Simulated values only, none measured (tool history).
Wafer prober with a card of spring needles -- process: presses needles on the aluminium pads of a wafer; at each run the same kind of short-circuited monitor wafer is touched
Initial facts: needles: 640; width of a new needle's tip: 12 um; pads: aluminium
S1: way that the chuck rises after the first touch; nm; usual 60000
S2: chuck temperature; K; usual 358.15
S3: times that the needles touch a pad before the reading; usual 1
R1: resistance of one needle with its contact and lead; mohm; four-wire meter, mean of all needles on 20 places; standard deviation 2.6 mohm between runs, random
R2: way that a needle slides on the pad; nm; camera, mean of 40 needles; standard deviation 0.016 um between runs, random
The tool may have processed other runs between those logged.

run 1 day=0.000 | S1=60000 S2=358.15 S3=1 | R1=299 R2=14680
-- day=0.562 tips cleaned on abrasive film
-- day=1.717 tips cleaned on abrasive film
-- day=3.008 tips cleaned on abrasive film
-- day=4.150 tips cleaned on abrasive film
run 2 day=4.150 | S1=60000 S2=358.15 S3=1 | R1=297 R2=14650
-- day=5.342 tips cleaned on abrasive film
-- day=6.612 tips cleaned on abrasive film
-- day=7.996 tips cleaned on abrasive film
run 3 day=8.129 | S1=60000 S2=306.15 S3=1 | R1=280 R2=14630
-- day=9.371 tips cleaned on abrasive film
-- day=10.621 tips cleaned on abrasive film
-- day=11.925 tips cleaned on abrasive film
run 4 day=12.046 | S1=60000 S2=306.15 S3=1 | R1=279 R2=14670
-- day=12.533 height of the first contact set anew
-- day=13.208 tips cleaned on abrasive film
-- day=14.392 tips cleaned on abrasive film
run 5 day=15.221 | S1=77000 S2=306.15 S3=1 | R1=276 R2=18790
-- day=15.712 tips cleaned on abrasive film
-- day=16.925 tips cleaned on abrasive film
-- day=18.325 tips cleaned on abrasive film
run 6 day=18.758 | S1=77000 S2=306.15 S3=1 | R1=274 R2=18800
-- day=19.600 tips cleaned on abrasive film
-- day=20.771 tips cleaned on abrasive film
-- day=22.042 tips cleaned on abrasive film
run 7 day=22.158 | S1=41000 S2=352.15 S3=2 | R1=312 R2=10010
-- day=23.175 tips cleaned on abrasive film
-- day=24.529 tips cleaned on abrasive film
-- day=25.742 tips cleaned on abrasive film
run 8 day=26.246 | S1=76000 S2=373.15 S3=2 | R1=295 R2=18530
-- day=27.038 tips cleaned on abrasive film
-- day=28.208 tips cleaned on abrasive film
run 9 day=28.621 | S1=60000 S2=301.15 S3=3 | R1=278 R2=14650

Predict the results of run 10:
-- day=29.392 tips cleaned on abrasive film
-- day=30.683 tips cleaned on abrasive film
run 10 day=31.254 | S1=44000 S2=300.15 S3=2 | R1=? R2=?

R1: 286 mohm
R2: 10720 nm
With no hidden state in the tool, this same run would have given R1 285 mohm, R2 10720 nm.

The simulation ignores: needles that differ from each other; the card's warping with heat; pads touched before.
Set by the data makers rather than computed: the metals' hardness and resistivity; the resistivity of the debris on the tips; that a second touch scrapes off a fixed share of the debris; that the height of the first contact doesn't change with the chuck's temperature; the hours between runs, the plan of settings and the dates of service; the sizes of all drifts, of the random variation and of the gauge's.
